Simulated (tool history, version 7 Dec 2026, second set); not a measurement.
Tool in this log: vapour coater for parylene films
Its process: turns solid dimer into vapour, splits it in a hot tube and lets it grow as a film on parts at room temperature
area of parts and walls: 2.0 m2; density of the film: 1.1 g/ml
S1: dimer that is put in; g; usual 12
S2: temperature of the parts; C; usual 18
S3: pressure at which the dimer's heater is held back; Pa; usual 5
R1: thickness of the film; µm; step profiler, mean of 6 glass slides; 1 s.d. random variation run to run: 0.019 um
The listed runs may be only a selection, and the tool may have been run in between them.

run   hour  S1  S2     S3    R1
  1      0  12  18      5  3.42
  2     13  12  18   2.11  3.76
  3   27.7  12  18   2.11  3.76
  4   44.7  12  18   2.11  3.76
  5   52.5  12  18   2.11  3.73
  6     64  12  14      5  3.87
  7   80.7  12  17      5  3.48
  8   91.4  12  12      5  4.14
  9  108.7  12  18      5  3.36
 10    122  12  18      5  3.36
 11  129.8   6  18      5  1.68
 12  143.9   6  18      5  1.68
 13  157.8   6  18      5  1.68
 14  168.3  12  18   9.68  3.09
     178.2  -- trap's valve overhauled
 15  182.9  12  18   9.68   3.1
 16  200.1  12  18   9.68  3.11
 17  210.9  12  18   9.68   3.1
 18  220.7  12  18   8.97  3.14
 19  237.6   6  18      5  1.67
 20  246.1   6  18      5  1.66
 21  261.4  10  11   8.91  3.31
 22    278  14  12      5  4.75
 23  295.1   5  27   10.8  0.94
 24  312.4  20  25   3.97  4.45
     318.8  -- gauge calibrated
 25  325.5  11  16   5.55  3.32
 26    336   5  18    2.9  1.52
 27  352.2  14  14  10.77  4.16
 28  362.4  14  18      5  3.92
 29  374.3  15  18   2.61  4.55
 30  390.1  14  14   4.58  4.64
 31  397.5  11  18      5  3.08
 32  414.8  11  18      5   3.1
 33  425.2  11  11  10.17  3.68
 34  442.5  11  11  10.17  3.63
 35    459   9  11   3.28  3.37

Consider 3 possible next runs. They are alternatives, not a sequence: every one starts from the tool as it was left by run 35. What does each give?
  A  476.4   9  12  2.87   ?
  B  476.4  12  18  4.15   ?
  C  476.4  18  11  10.9   ?

run    R1
  A  3.32
  B  3.44
  C  5.86
With no hidden state in the tool, these same runs would have given:
run    R1
  A  3.38
  B   3.5
  C  5.97

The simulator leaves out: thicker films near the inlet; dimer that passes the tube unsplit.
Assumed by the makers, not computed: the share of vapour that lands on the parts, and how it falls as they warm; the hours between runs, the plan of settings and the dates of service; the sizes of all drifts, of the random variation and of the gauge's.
